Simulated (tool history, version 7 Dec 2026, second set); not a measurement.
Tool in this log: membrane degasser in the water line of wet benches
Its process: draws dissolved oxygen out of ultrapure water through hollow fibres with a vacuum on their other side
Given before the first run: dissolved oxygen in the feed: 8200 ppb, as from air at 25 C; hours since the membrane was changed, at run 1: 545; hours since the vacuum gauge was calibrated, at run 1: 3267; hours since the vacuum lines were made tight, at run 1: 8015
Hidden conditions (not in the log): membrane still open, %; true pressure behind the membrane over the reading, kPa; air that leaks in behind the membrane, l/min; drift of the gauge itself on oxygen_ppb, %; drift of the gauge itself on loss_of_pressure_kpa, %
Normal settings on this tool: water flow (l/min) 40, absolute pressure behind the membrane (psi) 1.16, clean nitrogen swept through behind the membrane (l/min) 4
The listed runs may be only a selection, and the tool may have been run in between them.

run   hour  water flow (l/min)  absolute pressure behind the membrane (psi)  clean nitrogen swept through behind the membrane (l/min)  hours since the membrane was changed  hours since the vacuum gauge was calibrated  hours since the vacuum lines were made tight  dissolved oxygen in the water behind the degasser (ppb)  pressure that the water loses in the fibres (psi)
  1      0                  40                                         1.16                                                         4                                   545                                         3267                                          8015                                                    222.5                                              7.265
  2   29.4                  40                                         1.16                                                         4                                   574                                         3297                                          8045                                                    221.9                                                7.3
  3   51.8                  40                                         1.16                                                         4                                   597                                         3319                                          8067                                                    225.1                                              7.351
  4   80.6                  40                                         1.16                                                         4                                   626                                         3348                                          8096                                                    217.5                                              7.329
  5  114.6                  40                                         1.16                                                         4                                   659                                         3382                                          8130                                                    222.8                                              7.353
  6  149.9                  40                                         1.16                                                         4                                   695                                         3417                                          8165                                                    219.9                                              7.345
  7  181.5                  26                                         1.16                                                         4                                   726                                         3449                                          8197                                                    132.4                                              4.731
  8  206.8                  26                                         1.16                                                         4                                   752                                         3474                                          8222                                                    133.2                                              4.786
  9  252.3                  26                                         1.16                                                         4                                   797                                         3519                                          8268                                                    132.1                                              4.778
 10  272.8                  26                                         1.16                                                         4                                   818                                         3540                                          8288                                                    132.4                                              4.795
 11  304.3                  37                                        1.179                                                       7.5                                   849                                         3571                                          8320                                                    160.4                                              6.857
 12  331.6                  40                                         2.59                                                         4                                   876                                         3599                                          8347                                                    436.8                                              7.348
 13  356.1                  40                                         2.59                                                         4                                   901                                         3623                                          8371                                                    431.9                                              7.413
 14  376.7                  28                                        2.828                                                      8.35                                   922                                         3644                                          8392                                                    193.4                                              5.187
 15  401.7                  53                                        2.828                                                      5.61                                   947                                         3669                                          8417                                                    502.3                                              9.877
 16    433                  53                                        2.828                                                      5.61                                   978                                         3700                                          8448                                                    497.8                                               9.88
 17  456.7                  54                                         1.16                                                      5.55                                  1002                                         3724                                          8472                                                    272.3                                             10.109

5 options for the next run, each taken on its own from the tool as it stands now. Forecast them:
  A  480.4                  36                                         1.16                                                       2.7                                  1025                                         3747                                          8496                                                        ?                                                  ?
  B  480.4                  54                                         1.16                                                      3.56                                  1025                                         3747                                          8496                                                        ?                                                  ?
  C  480.4                  40                                        1.227                                                         4                                  1025                                         3747                                          8496                                                        ?                                                  ?
  D  480.4                  46                                        1.559                                                       3.2                                  1025                                         3747                                          8496                                                        ?                                                  ?
  E  480.4                  36                                        2.119                                                      7.72                                  1025                                         3747                                          8496                                                        ?                                                  ?

run  dissolved oxygen in the water behind the degasser (ppb)  pressure that the water loses in the fibres (psi)
  A                                                    242.5                                              6.733
  B                                                    317.9                                             10.105
  C                                                    230.2                                              7.461
  D                                                    363.8                                              8.588
  E                                                      222                                              6.738
What these runs would have given with no unlogged condition in the tool:
run  dissolved oxygen in the water behind the degasser (ppb)  pressure that the water loses in the fibres (psi)
  A                                                    242.4                                              6.577
  B                                                    317.8                                              9.871
  C                                                    230.1                                              7.288
  D                                                    363.7                                              8.389
  E                                                      222                                              6.583
